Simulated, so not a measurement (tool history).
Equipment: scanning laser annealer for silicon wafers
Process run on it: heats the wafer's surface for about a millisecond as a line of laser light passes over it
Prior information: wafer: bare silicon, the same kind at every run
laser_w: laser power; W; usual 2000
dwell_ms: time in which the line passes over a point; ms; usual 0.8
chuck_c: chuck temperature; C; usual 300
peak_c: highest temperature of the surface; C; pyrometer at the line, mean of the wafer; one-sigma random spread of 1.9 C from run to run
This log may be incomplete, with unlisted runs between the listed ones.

run,hour,laser_w,dwell_ms,chuck_c,peak_c
1,0,2000,0.8,300,1077
2,18.8,2000,0.8,312,1093
3,37.7,2000,0.8,300,1076
4,50.7,2000,0.8,300,1079
5,66.3,2000,0.8,300,1077
6,84.3,2000,0.8,300,1076
7,96.2,2000,0.8,300,1074
8,106.1,2000,0.8,300,1074
9,117.5,1976,0.8,300,1063
10,138.4,1976,0.8,300,1061
11,154.3,1976,0.8,300,1061
12,174,2000,0.8,300,1071
13,191.6,2000,0.8,300,1068
14,211,2000,0.8,300,1068
15,220.9,2000,0.8,300,1068
# hour 236.9: optics aligned, line set to its width
16,245,2000,0.8,300,1088
17,262,2000,0.8,300,1087
18,276.6,2000,0.8,300,1089
19,294.4,2028,0.8,300,1103
20,304.9,2128,0.98,325,1259
21,322,2019,0.837,303,1116
22,333.8,2019,0.837,303,1114
23,346.9,2177,0.8,300,1174
24,359.2,1830,0.8,300,997
25,375.2,1992,0.889,300,1113
26,390.2,1992,0.889,300,1113
27,409.6,1992,0.889,300,1111
28,423.8,1992,0.889,300,1113
29,442.5,1793,0.623,306,909
30,462,1793,0.623,306,912
31,482,2010,0.776,307,1080
32,500.8,1897,0.776,266,982
33,509.6,1897,0.57,266,887
34,520.2,1897,0.57,266,888
35,537.3,1897,0.57,266,884
36,546.4,1963,0.763,289,1026
37,559.9,1963,0.763,289,1026
38,574.5,1754,0.8,260,908

4 ways to go on from here, each from the tool as it stands after run 38. What would each give?
# hour 583.4: window over the wafer cleaned
A,594.4,1794,0.8,317,?
# hour 583.4: window over the wafer cleaned
B,594.4,1754,0.8,267,?
# hour 583.4: window over the wafer cleaned
C,594.4,2011,0.8,260,?
# hour 583.4: window over the wafer cleaned
D,594.4,2104,0.8,293,?

run,peak_c
A,1005
B,937
C,1060
D,1140
With no hidden state in the tool, these same runs would have given:
run,peak_c
A,1019
B,950
C,1076
D,1157
